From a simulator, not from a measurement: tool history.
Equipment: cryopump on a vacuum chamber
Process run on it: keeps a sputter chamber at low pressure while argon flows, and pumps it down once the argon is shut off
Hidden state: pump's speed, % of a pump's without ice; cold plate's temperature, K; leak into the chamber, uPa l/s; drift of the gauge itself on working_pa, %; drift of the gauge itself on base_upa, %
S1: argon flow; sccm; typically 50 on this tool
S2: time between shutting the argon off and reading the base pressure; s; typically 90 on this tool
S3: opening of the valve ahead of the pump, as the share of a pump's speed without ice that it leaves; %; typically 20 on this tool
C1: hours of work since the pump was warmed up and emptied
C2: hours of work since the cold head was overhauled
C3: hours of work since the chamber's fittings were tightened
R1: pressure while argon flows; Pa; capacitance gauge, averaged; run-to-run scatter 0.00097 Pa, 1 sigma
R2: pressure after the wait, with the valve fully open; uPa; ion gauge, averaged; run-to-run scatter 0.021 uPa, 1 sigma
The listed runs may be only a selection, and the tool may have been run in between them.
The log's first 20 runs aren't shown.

run,hour,S1,S2,S3,C1,C2,C3,R1,R2
21,1494.7,61,28,20,186,2680,93,0.2565,1.29
22,1546.7,61,28,20,211,2706,118,0.2587,1.34
23,1650.7,31,24,22,261,2756,168,0.1195,1.56
24,1709.4,50,35,20,289,2784,196,0.2120,1.18
25,1771.5,21,128,20,319,2814,226,0.0897,0.58
26,1836.1,21,96,17,350,2845,257,0.1052,0.72
27,1921.1,90,50,49,391,2886,298,0.1662,0.99
28,2001.1,90,50,49,430,2924,336,0.1676,1.07
29,2059.9,90,219,40,458,2953,365,0.2024,0.65
# hour 2083.6: pump warmed up, emptied and cooled again
30,2132.4,90,137,23,23,2985,397,0.3254,0.64
31,2230.6,28,71,44,71,3032,445,0.0540,0.92
32,2312.6,50,38,20,110,3072,484,0.2091,1.32
33,2362.6,94,38,33,134,3096,508,0.2400,1.39
34,2416.3,65,85,38,160,3122,534,0.1466,0.92

Forecast each of these 3 alternatives for the next run:
A,2489.7,65,161,38,196,3157,569,?,?
B,2489.7,63,90,20,196,3157,569,?,?
C,2489.7,65,85,34,196,3157,569,?,?

run,R1,R2
A,0.1478,0.82
B,0.2645,0.93
C,0.1644,0.95
Without the tool's hidden state the same runs would have given:
run,R1,R2
A,0.1419,0.36
B,0.2589,0.48
C,0.1586,0.49
